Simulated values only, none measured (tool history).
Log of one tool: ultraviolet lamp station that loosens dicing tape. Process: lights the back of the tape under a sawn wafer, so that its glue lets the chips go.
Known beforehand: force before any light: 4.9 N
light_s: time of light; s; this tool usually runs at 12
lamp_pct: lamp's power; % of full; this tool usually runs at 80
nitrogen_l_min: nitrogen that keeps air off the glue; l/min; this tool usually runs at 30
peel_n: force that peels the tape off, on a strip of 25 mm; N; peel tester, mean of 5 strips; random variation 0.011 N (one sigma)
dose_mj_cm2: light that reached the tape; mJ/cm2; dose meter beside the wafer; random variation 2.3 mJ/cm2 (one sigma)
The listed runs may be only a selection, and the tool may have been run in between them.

{"run": 1, "hour": 0.0, "light_s": 12, "lamp_pct": 80, "nitrogen_l_min": 30, "peel_n": 0.515, "dose_mj_cm2": 208}
{"run": 2, "hour": 19.6, "light_s": 13, "lamp_pct": 80, "nitrogen_l_min": 30, "peel_n": 0.451, "dose_mj_cm2": 228}
{"run": 3, "hour": 34.3, "light_s": 13, "lamp_pct": 80, "nitrogen_l_min": 30, "peel_n": 0.443, "dose_mj_cm2": 231}
{"run": 4, "hour": 48.5, "light_s": 13, "lamp_pct": 80, "nitrogen_l_min": 30, "peel_n": 0.455, "dose_mj_cm2": 230}
{"run": 5, "hour": 69.8, "light_s": 13, "lamp_pct": 80, "nitrogen_l_min": 30, "peel_n": 0.451, "dose_mj_cm2": 226}
{"run": 6, "hour": 83.2, "light_s": 13, "lamp_pct": 80, "nitrogen_l_min": 19, "peel_n": 0.617, "dose_mj_cm2": 227}
{"run": 7, "hour": 104.1, "light_s": 13, "lamp_pct": 80, "nitrogen_l_min": 19, "peel_n": 0.593, "dose_mj_cm2": 229}
{"run": 8, "hour": 113.1, "light_s": 13, "lamp_pct": 80, "nitrogen_l_min": 19, "peel_n": 0.61, "dose_mj_cm2": 227}
{"run": 9, "hour": 134.3, "light_s": 13, "lamp_pct": 80, "nitrogen_l_min": 19, "peel_n": 0.6, "dose_mj_cm2": 227}
{"run": 10, "hour": 146.8, "light_s": 13, "lamp_pct": 80, "nitrogen_l_min": 19, "peel_n": 0.604, "dose_mj_cm2": 230}
{"run": 11, "hour": 155.5, "light_s": 12, "lamp_pct": 80, "nitrogen_l_min": 21, "peel_n": 0.656, "dose_mj_cm2": 210}
{"run": 12, "hour": 174.1, "light_s": 12, "lamp_pct": 72, "nitrogen_l_min": 30, "peel_n": 0.582, "dose_mj_cm2": 186}
{"run": 13, "hour": 194.5, "light_s": 12, "lamp_pct": 72, "nitrogen_l_min": 30, "peel_n": 0.588, "dose_mj_cm2": 189}
{"run": 14, "hour": 213.9, "light_s": 12, "lamp_pct": 80, "nitrogen_l_min": 30, "peel_n": 0.506, "dose_mj_cm2": 209}
{"run": 15, "hour": 228.6, "light_s": 12, "lamp_pct": 80, "nitrogen_l_min": 30, "peel_n": 0.529, "dose_mj_cm2": 211}
{"run": 16, "hour": 237.9, "light_s": 12, "lamp_pct": 89, "nitrogen_l_min": 52, "peel_n": 0.353, "dose_mj_cm2": 235}
{"run": 17, "hour": 258.6, "light_s": 12, "lamp_pct": 89, "nitrogen_l_min": 52, "peel_n": 0.341, "dose_mj_cm2": 229}
{"run": 18, "hour": 277.8, "light_s": 24, "lamp_pct": 88, "nitrogen_l_min": 36, "peel_n": 0.238, "dose_mj_cm2": 459}
{"run": 19, "hour": 292.8, "light_s": 8, "lamp_pct": 81, "nitrogen_l_min": 17, "peel_n": 1.294, "dose_mj_cm2": 140}
{"run": 20, "hour": 310.2, "light_s": 8, "lamp_pct": 98, "nitrogen_l_min": 43, "peel_n": 0.558, "dose_mj_cm2": 168}
{"run": 21, "hour": 321.0, "light_s": 7, "lamp_pct": 86, "nitrogen_l_min": 42, "peel_n": 0.884, "dose_mj_cm2": 130}
{"run": 22, "hour": 337.6, "light_s": 7, "lamp_pct": 86, "nitrogen_l_min": 42, "peel_n": 0.863, "dose_mj_cm2": 135}
{"run": 23, "hour": 349.5, "light_s": 7, "lamp_pct": 86, "nitrogen_l_min": 42, "peel_n": 0.873, "dose_mj_cm2": 130}
{"run": 24, "hour": 367.8, "light_s": 14, "lamp_pct": 81, "nitrogen_l_min": 10, "peel_n": 0.815, "dose_mj_cm2": 250}
{"run": 25, "hour": 385.8, "light_s": 14, "lamp_pct": 81, "nitrogen_l_min": 10, "peel_n": 0.818, "dose_mj_cm2": 250}
{"run": 26, "hour": 402.1, "light_s": 10, "lamp_pct": 72, "nitrogen_l_min": 14, "peel_n": 1.217, "dose_mj_cm2": 159}
{"run": 27, "hour": 419.7, "light_s": 10, "lamp_pct": 72, "nitrogen_l_min": 14, "peel_n": 1.224, "dose_mj_cm2": 154}
{"run": 28, "hour": 432.4, "light_s": 7, "lamp_pct": 73, "nitrogen_l_min": 37, "peel_n": 1.09, "dose_mj_cm2": 116}

Predict each of these 4 candidate next runs independently; none follows another, all start after run 28:
{"run": "A", "hour": 443.2, "light_s": 8, "lamp_pct": 80, "nitrogen_l_min": 30, "peel_n": "?", "dose_mj_cm2": "?"}
{"run": "B", "hour": 443.2, "light_s": 7, "lamp_pct": 73, "nitrogen_l_min": 57, "peel_n": "?", "dose_mj_cm2": "?"}
{"run": "C", "hour": 443.2, "light_s": 13, "lamp_pct": 74, "nitrogen_l_min": 18, "peel_n": "?", "dose_mj_cm2": "?"}
{"run": "D", "hour": 443.2, "light_s": 13, "lamp_pct": 75, "nitrogen_l_min": 37, "peel_n": "?", "dose_mj_cm2": "?"}

run=A peel_n=0.932 dose_mj_cm2=141
run=B peel_n=0.976 dose_mj_cm2=111
run=C peel_n=0.697 dose_mj_cm2=213
run=D peel_n=0.443 dose_mj_cm2=212
With the hidden condition removed and each run's random variation left untouched, the same runs would have given:
run=A peel_n=0.928 dose_mj_cm2=142
run=B peel_n=0.972 dose_mj_cm2=111
run=C peel_n=0.694 dose_mj_cm2=213
run=D peel_n=0.441 dose_mj_cm2=213
